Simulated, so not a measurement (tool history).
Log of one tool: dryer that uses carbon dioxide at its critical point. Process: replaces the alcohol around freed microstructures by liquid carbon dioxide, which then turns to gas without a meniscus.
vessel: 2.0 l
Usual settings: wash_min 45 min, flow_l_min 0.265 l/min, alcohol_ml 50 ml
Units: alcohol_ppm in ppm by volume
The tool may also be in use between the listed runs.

run  hour  wash_min  flow_l_min  alcohol_ml  alcohol_ppm
  1   0.0        45       0.265          50          139
  2   4.6        45       0.265          50          140
  3   9.5        45       0.265          50          133
  4  17.6        45       0.186          50          612
  5  25.3        45       0.265          50          139
  6  35.0        45       0.171          50          837
  7  40.4        45       0.171          50          821
  8  51.0        45       0.262          57          185
  9  55.4        44       0.265          98          288
 10  61.7        34       0.263          70          661
 11  70.7        50       0.244          24           78

The next listed run, before its measurement:
 12  81.3        50       0.244          24            ?

{"run 12": {"alcohol_ppm": 85}}
Without the tool's hidden state the same run would have given alcohol_ppm 44 ppm by volume.
